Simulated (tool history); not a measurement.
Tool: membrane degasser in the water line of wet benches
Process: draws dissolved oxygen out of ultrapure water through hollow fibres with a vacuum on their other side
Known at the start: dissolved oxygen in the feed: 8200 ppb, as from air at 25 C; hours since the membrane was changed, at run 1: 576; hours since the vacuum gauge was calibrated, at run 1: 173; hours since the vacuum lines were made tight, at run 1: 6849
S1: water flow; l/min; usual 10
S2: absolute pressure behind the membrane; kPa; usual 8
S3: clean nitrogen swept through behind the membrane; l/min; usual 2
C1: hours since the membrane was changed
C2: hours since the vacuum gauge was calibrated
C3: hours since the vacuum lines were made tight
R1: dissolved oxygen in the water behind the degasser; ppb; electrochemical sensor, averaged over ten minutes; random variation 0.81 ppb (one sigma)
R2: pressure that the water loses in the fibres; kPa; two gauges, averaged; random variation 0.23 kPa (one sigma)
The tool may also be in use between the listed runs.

run    hour  S1     S2    S3    C1    C2    C3     R1     R2
  1       0  10      8     2   576   173  6849   80.1   58.5
  2    46.5  10      8     2   622   220  6895   79.7   58.2
  3    75.5  10      8     2   651   248  6924   80.3  58.02
  4   129.4  10      8     2   705   302  6978   80.1  58.04
  5   176.5  10      8     2   752   349  7025   80.3  58.09
  6   212.3  10      8     2   788   385  7061     81  58.12
  7   240.1  10      8     2   816   413  7089   81.1  58.15
  8   280.6  10      8     2   856   454  7130   80.5  58.14
  9   333.4  10      8     2   909   506  7182     82  58.75
 10   381.2  10      8     2   957   554  7230   81.8  57.81
 11   429.9  10      8     2  1006   603  7279   80.3  58.28
 12   453.5  10  15.22     2  1029   626  7302    174  58.45
 13   504.1  10  15.22     2  1080   677  7353  176.1  58.53
      531.4  -- seals of the vacuum lines changed
 14   550.9   8      8     2  1125   722    20   56.6  46.38
 15   577.3   8      8     2  1151   748    46   54.8  46.63
 16   626.1   8      8     2  1200   797    95   55.9  46.57
 17   673.6  12   4.92  3.17  1248   845   142   47.5   70.1
 18   717.7  12   4.92  3.17  1292   889   186   48.3  70.14
 19   766.8   7  11.23   1.7  1341   938   235   85.5  40.47
 20   807.2   7  11.23  1.63  1381   978   276   89.6  40.53
 21   857.5  10   8.89     2  1431  1029   326   89.1  58.38
 22     907  13    5.5  5.15  1481  1078   376   54.3  75.88
 23   938.3  11  13.98  5.07  1512  1109   407   82.3  63.59
 24   966.1   9   8.66  0.94  1540  1137   435  137.7  52.56
 25  1000.9  12   8.93  1.55  1575  1172   470    141   70.1
 26  1035.9  12  17.57  1.55  1610  1207   505  291.9  70.13
 27    1064  12  17.57  1.55  1638  1235   533    296  70.23
 28  1094.6  12  17.57  1.55  1668  1266   563  291.6  70.04
 29  1118.2  12  17.57  1.55  1692  1289   587  293.4  70.16
 30    1167  10   9.96  1.82  1741  1338   636  109.4  58.18
 31  1196.5  10  14.07     2  1770  1368   665  150.9  58.42
 32  1238.6   8   6.91  1.68  1812  1410   707   52.9  46.81

Measured less the same run without the tool's hidden state. The same run-to-run variation is in both; the gauge's scatter may not be:
The hidden state here: membrane still open, %; true pressure behind the membrane over the reading, kPa; air that leaks in behind the membrane, l/min; drift of the gauge itself on oxygen_ppb, %; drift of the gauge itself on loss_of_pressure_kpa, %.
run     R1     R2
  1     +5  +0.17
  2   +5.1  +0.18
  3   +5.2  +0.19
  4   +5.4   +0.2
  5   +5.4  +0.22
  6   +5.6  +0.22
  7   +5.6  +0.23
  8   +5.6  +0.25
  9   +5.8  +0.26
 10   +5.9  +0.27
 11   +5.9  +0.29
 12  +13.2  +0.29
 13  +13.6  +0.31
 14     +1  +0.25
 15     +1  +0.26
 16   +1.2  +0.27
 17   +1.7  +0.42
 18   +1.8  +0.44
 19   +1.6  +0.26
 20   +1.7  +0.27
 21     +2   +0.4
 22   +2.1  +0.55
 23   +1.8  +0.47
 24   +3.3  +0.39
 25   +3.6  +0.53
 26   +4.5  +0.55
 27   +4.8  +0.56
 28   +4.9  +0.57
 29     +5  +0.58
 30   +3.1   +0.5
 31   +3.4  +0.51
 32   +2.3  +0.41
